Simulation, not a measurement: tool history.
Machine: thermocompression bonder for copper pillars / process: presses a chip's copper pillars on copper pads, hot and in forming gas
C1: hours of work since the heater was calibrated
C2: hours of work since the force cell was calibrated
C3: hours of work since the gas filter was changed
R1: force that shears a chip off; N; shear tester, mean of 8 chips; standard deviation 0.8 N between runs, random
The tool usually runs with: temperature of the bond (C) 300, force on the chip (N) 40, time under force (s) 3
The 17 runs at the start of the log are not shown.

{"run": 18, "hour": 846.1, "temperature of the bond (C)": 300, "force on the chip (N)": 40, "time under force (s)": 3, "C1": 102, "C2": 583, "C3": 359, "R1": 89.8}
{"run": 19, "hour": 903.0, "temperature of the bond (C)": 300, "force on the chip (N)": 40, "time under force (s)": 3, "C1": 132, "C2": 614, "C3": 389, "R1": 90.1}
{"run": 20, "hour": 954.2, "temperature of the bond (C)": 300, "force on the chip (N)": 40, "time under force (s)": 5, "C1": 160, "C2": 642, "C3": 417, "R1": 100.5}
{"run": 21, "hour": 996.5, "temperature of the bond (C)": 311, "force on the chip (N)": 28, "time under force (s)": 5, "C1": 183, "C2": 665, "C3": 440, "R1": 92.6}
{"run": 22, "hour": 1039.0, "temperature of the bond (C)": 311, "force on the chip (N)": 28, "time under force (s)": 5, "C1": 206, "C2": 688, "C3": 463, "R1": 93.9}
{"hour": 1055.2, "done": "forming gas filter changed"}
{"run": 23, "hour": 1070.5, "temperature of the bond (C)": 318, "force on the chip (N)": 40, "time under force (s)": 2, "C1": 223, "C2": 704, "C3": 8, "R1": 98.5}
{"run": 24, "hour": 1111.6, "temperature of the bond (C)": 318, "force on the chip (N)": 33, "time under force (s)": 5, "C1": 245, "C2": 726, "C3": 30, "R1": 110.7}
{"run": 25, "hour": 1152.3, "temperature of the bond (C)": 314, "force on the chip (N)": 29, "time under force (s)": 4, "C1": 267, "C2": 748, "C3": 52, "R1": 97}
{"run": 26, "hour": 1179.3, "temperature of the bond (C)": 314, "force on the chip (N)": 29, "time under force (s)": 4, "C1": 281, "C2": 763, "C3": 67, "R1": 95.3}
{"run": 27, "hour": 1223.6, "temperature of the bond (C)": 314, "force on the chip (N)": 29, "time under force (s)": 4, "C1": 305, "C2": 787, "C3": 91, "R1": 93.7}
{"run": 28, "hour": 1281.7, "temperature of the bond (C)": 314, "force on the chip (N)": 29, "time under force (s)": 4, "C1": 337, "C2": 818, "C3": 122, "R1": 94.7}
{"run": 29, "hour": 1316.0, "temperature of the bond (C)": 281, "force on the chip (N)": 29, "time under force (s)": 8, "C1": 355, "C2": 837, "C3": 141, "R1": 84.1}
{"run": 30, "hour": 1357.4, "temperature of the bond (C)": 281, "force on the chip (N)": 29, "time under force (s)": 8, "C1": 378, "C2": 859, "C3": 163, "R1": 84.6}
{"run": 31, "hour": 1398.3, "temperature of the bond (C)": 314, "force on the chip (N)": 59, "time under force (s)": 4, "C1": 400, "C2": 881, "C3": 185, "R1": 127}
{"run": 32, "hour": 1444.3, "temperature of the bond (C)": 273, "force on the chip (N)": 26, "time under force (s)": 2, "C1": 424, "C2": 906, "C3": 210, "R1": 42.3}
{"run": 33, "hour": 1493.3, "temperature of the bond (C)": 280, "force on the chip (N)": 30, "time under force (s)": 2, "C1": 451, "C2": 933, "C3": 237, "R1": 51.9}
{"run": 34, "hour": 1556.8, "temperature of the bond (C)": 280, "force on the chip (N)": 30, "time under force (s)": 2, "C1": 485, "C2": 967, "C3": 271, "R1": 51.3}
{"run": 35, "hour": 1610.2, "temperature of the bond (C)": 280, "force on the chip (N)": 34, "time under force (s)": 6, "C1": 514, "C2": 996, "C3": 300, "R1": 87.8}
{"run": 36, "hour": 1643.8, "temperature of the bond (C)": 321, "force on the chip (N)": 34, "time under force (s)": 4, "C1": 532, "C2": 1014, "C3": 318, "R1": 107.9}
{"run": 37, "hour": 1702.9, "temperature of the bond (C)": 298, "force on the chip (N)": 30, "time under force (s)": 7, "C1": 564, "C2": 1046, "C3": 350, "R1": 99.8}
{"run": 38, "hour": 1755.7, "temperature of the bond (C)": 298, "force on the chip (N)": 30, "time under force (s)": 7, "C1": 593, "C2": 1074, "C3": 378, "R1": 99.5}
{"run": 39, "hour": 1785.3, "temperature of the bond (C)": 317, "force on the chip (N)": 40, "time under force (s)": 4, "C1": 609, "C2": 1090, "C3": 394, "R1": 116.4}
{"run": 40, "hour": 1828.4, "temperature of the bond (C)": 310, "force on the chip (N)": 31, "time under force (s)": 6, "C1": 632, "C2": 1114, "C3": 418, "R1": 104.6}

Each row is a separate what-if for the run after 40, all from the same tool condition, not one after another. Results?
{"run": "A", "hour": 1861.5, "temperature of the bond (C)": 300, "force on the chip (N)": 27, "time under force (s)": 3, "C1": 650, "C2": 1132, "C3": 436, "R1": "?"}
{"run": "B", "hour": 1861.5, "temperature of the bond (C)": 303, "force on the chip (N)": 25, "time under force (s)": 3, "C1": 650, "C2": 1132, "C3": 436, "R1": "?"}
{"run": "C", "hour": 1861.5, "temperature of the bond (C)": 311, "force on the chip (N)": 31, "time under force (s)": 2, "C1": 650, "C2": 1132, "C3": 436, "R1": "?"}

run=A R1=73.8
run=B R1=72.4
run=C R1=78.6
Without the tool's hidden state the same runs would have given:
run=A R1=69.5
run=B R1=68.2
run=C R1=74.4
